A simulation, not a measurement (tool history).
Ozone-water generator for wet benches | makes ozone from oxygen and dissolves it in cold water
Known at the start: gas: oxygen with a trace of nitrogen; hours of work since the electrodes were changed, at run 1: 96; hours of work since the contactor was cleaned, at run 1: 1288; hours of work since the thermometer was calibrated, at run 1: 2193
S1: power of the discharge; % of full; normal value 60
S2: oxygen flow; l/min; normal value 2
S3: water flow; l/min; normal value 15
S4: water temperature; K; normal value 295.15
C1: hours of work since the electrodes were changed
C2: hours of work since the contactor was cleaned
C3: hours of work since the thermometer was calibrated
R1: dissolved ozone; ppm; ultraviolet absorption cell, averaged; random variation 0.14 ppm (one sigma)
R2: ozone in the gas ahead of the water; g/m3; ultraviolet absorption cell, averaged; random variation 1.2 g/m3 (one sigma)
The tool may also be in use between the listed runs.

run,day,S1,S2,S3,S4,C1,C2,C3,R1,R2
1,0,60,2,15,295.15,96,1288,2193,15.6,215.7
2,1.042,60,2,15,295.15,113,1305,2210,15.7,215.6
3,2.338,60,2,15,295.15,134,1326,2231,15.5,214.2
4,4.058,60,1.86,15,295.15,162,1354,2259,15.3,225.2
5,5.429,60,1.86,15,295.15,185,1377,2281,15.6,225.9
6,6.867,60,1.86,15,295.15,208,1400,2304,15.5,225.1
7,8.017,60,1.99,15,295.15,227,1419,2323,15.4,214.3
8,8.942,60,1.99,15,295.15,242,1434,2338,15.4,216.1
9,10.046,60,2,15,295.15,260,1452,2356,15.6,214.9
10,11.071,60,2,15,295.15,276,1468,2373,15.3,214.3
11,12.946,95,2,15,295.15,307,1499,2403,22.6,311.9
12,14.138,60,1.62,15,295.15,326,1518,2423,15.2,249.2
13,15.617,60,1.62,15,295.15,350,1542,2447,15.3,247.2
14,16.9,60,2,15,295.15,371,1563,2467,15.4,214.6
15,18.525,60,2,15,295.15,398,1590,2494,15.4,213.2
16,20.288,60,2,15,295.15,426,1618,2523,15.1,214.2
17,21.588,60,2,15,295.15,447,1639,2544,15.1,212.4
18,23.112,60,2,15,295.15,472,1664,2568,15.2,210.9
19,23.888,61,2,15,288.15,485,1677,2581,16.7,215.2
20,25.55,61,2,15,288.15,512,1704,2608,16.3,215.9
21,26.942,49,1.04,18,290.15,534,1726,2631,10.3,283.3
22,27.746,60,1.24,15,295.15,548,1740,2644,14.9,294.4
23,29.275,98,3.56,11,290.15,572,1764,2669,29.2,210.8
24,31.112,44,2,15,292.15,602,1794,2699,12.1,164.3
25,31.992,72,3.16,10,291.15,617,1809,2713,24.7,178
26,32.933,72,3.16,10,291.15,632,1824,2728,24.4,178.9
27,34.604,72,3.16,10,291.15,659,1851,2755,24.5,180.2
28,35.738,60,2.62,15,291.15,678,1870,2774,15.8,174.6
29,36.8,80,1.75,15,291.15,695,1887,2791,19.5,289.3
30,38.154,80,1.13,9,291.15,717,1909,2813,31.2,394
31,39.879,62,3.06,16,297.15,745,1937,2841,13.8,159.7
32,41.396,62,3.06,16,297.15,770,1962,2866,13.9,159.7
33,42.983,60,2,10,295.15,795,1987,2892,21,209.7
34,44.192,50,3.53,12,294.15,815,2007,2911,14.7,122.4

For some of the steps in R1 from one run to the next: how much would appear even if the tool had no hidden state, given the settings, what came in and random variation, and how much remains for the hidden state plus any gauge scatter that the measured result and the result without hidden state don't share?
The hidden state here: yield of the discharge, % of new electrodes'; contactor's efficiency, % of a clean one's; true water temperature over the reading, C; drift of the gauge itself on ozone_ppm, %; drift of the gauge itself on gas_g_m3, %.
Run 22 -> 23: S1 60 -> 98, S2 1.24 -> 3.56, S3 15 -> 11, S4 295.15 -> 290.15. R1 +14.3 ppm: hidden state -0.9, all else +15.2.
Run 23 -> 24: S1 98 -> 44, S2 3.56 -> 2, S3 11 -> 15, S4 290.15 -> 292.15. R1 -17.1 ppm: hidden state +1.1, all else -18.2.
Run 30 -> 31: S1 80 -> 62, S2 1.13 -> 3.06, S3 9 -> 16, S4 291.15 -> 297.15. R1 -17.4 ppm: hidden state +1, all else -18.4.

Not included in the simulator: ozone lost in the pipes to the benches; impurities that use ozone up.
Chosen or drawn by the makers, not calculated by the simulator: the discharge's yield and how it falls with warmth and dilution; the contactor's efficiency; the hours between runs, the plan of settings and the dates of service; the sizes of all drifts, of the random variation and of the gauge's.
